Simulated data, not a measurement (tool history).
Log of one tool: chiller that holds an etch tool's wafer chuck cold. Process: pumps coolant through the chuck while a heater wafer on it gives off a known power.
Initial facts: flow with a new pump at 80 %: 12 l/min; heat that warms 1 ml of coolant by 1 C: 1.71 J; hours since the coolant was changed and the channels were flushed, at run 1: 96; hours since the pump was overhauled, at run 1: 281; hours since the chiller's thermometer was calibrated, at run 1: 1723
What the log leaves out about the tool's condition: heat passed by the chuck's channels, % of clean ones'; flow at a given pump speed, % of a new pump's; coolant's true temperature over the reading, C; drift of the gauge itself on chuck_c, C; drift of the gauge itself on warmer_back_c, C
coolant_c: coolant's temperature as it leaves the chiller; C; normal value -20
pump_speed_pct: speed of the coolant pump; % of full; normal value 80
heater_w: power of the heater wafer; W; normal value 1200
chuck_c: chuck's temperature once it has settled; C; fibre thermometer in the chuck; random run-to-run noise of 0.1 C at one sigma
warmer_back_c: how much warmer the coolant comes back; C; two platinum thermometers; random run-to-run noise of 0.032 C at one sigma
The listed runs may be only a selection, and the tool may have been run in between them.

run     day  coolant_c  pump_speed_pct  heater_w  hours since the coolant was changed and the channels were flushed  hours since the pump was overhauled  hours since the chiller's thermometer was calibrated  chuck_c  warmer_back_c
  1       0        -20              80      1200                                                                 96                                  281                                                  1723      -12            3.5
  2   4.383        -20              80      1200                                                                201                                  386                                                  1829      -12           3.52
  3   8.492        -20              80      1200                                                                300                                  485                                                  1927      -12           3.49
  4  11.438        -20              88      1200                                                                370                                  556                                                  1998    -12.5           3.22
  5  15.646        -20              61      1200                                                                472                                  657                                                  2099     -9.8           4.67
  6  18.012        -20              80      1200                                                                528                                  713                                                  2156    -11.7           3.52
  7  22.383        -20              80      1200                                                                633                                  818                                                  2261    -11.8           3.54
  8  25.388        -20              80      1200                                                                705                                  890                                                  2333    -11.8           3.58
  9  27.854        -20              80      1200                                                                764                                  950                                                  2392    -11.9           3.59
 10  31.054        -20              80      1200                                                                841                                 1026                                                  2469    -11.6           3.55
 11  34.696        -20              80      1200                                                                929                                 1114                                                  2556    -11.8           3.59
 12  37.442        -20              80      1200                                                                995                                 1180                                                  2622    -11.8           3.59
 13  39.871        -20              80      1200                                                               1053                                 1238                                                  2680    -11.6           3.55
 14  41.742        -20              80      1200                                                               1098                                 1283                                                  2725    -11.6           3.54
 15  46.008        -20              80      1200                                                               1200                                 1385                                                  2828    -11.9           3.64
 16    48.6        -12              80      1200                                                               1262                                 1448                                                  2890     -3.6           3.53
 17  51.333        -12              78       695                                                               1328                                 1513                                                  2955     -7.3            2.2
 18  55.308        -20              81      1200                                                               1423                                 1609                                                  3051    -11.8           3.62
 19  57.179        -10              63       688                                                               1468                                 1653                                                  3096     -4.4           2.63
     57.558  -- chiller's thermometer calibrated
 20  60.921        -10              63       688                                                               1557                                 1742                                                    81     -4.3           2.63
 21    64.6        -20              67      1200                                                               1645                                 1831                                                   169    -10.5           4.38
 22      68        -14              86      1068                                                               1727                                 1912                                                   251       -7           3.03
 23  72.242        -26              78      1567                                                               1829                                 2014                                                   352    -14.8           4.86
 24   74.25        -30              80      1284                                                               1877                                 2062                                                   401      -21           3.89
 25  78.054        -23              94      1284                                                               1968                                 2153                                                   492    -15.1           3.26
 26  80.471        -20              94       769                                                               2026                                 2211                                                   550    -15.3           1.98
 27  82.529        -20              94       769                                                               2076                                 2261                                                   599    -15.2              2
     84.333  -- chiller's thermometer calibrated, once more
 28  86.204        -22             100      1200                                                               2163                                 2348                                                    45    -14.5           2.89
 29  88.775        -22             100      1200                                                               2225                                 2410                                                   107    -14.6            2.9
 30  90.879        -22             100      1200                                                               2275                                 2460                                                   157    -14.4           2.87
 31  93.112        -25              65      1200                                                               2329                                 2514                                                   211    -14.6           4.53

Branching from run 31: 4 alternative next runs. What would each branch give?
  A  96.725        -20              80      1392                                                               2415                                 2600                                                   297        ?              ?
  B  96.725        -17              66      1200                                                               2415                                 2600                                                   297        ?              ?
  C  96.725        -19              66       764                                                               2415                                 2600                                                   297        ?              ?
  D  96.725        -25              90      1200                                                               2415                                 2600                                                   297        ?              ?

run  chuck_c  warmer_back_c
  A     -9.8           4.25
  B     -6.7           4.47
  C    -12.3           2.84
  D    -16.9           3.27
Stripped of hidden state, with their random variation kept, the same runs would have yielded:
run  chuck_c  warmer_back_c
  A    -10.6           4.05
  B     -7.6           4.26
  C    -12.9           2.71
  D    -17.6           3.12
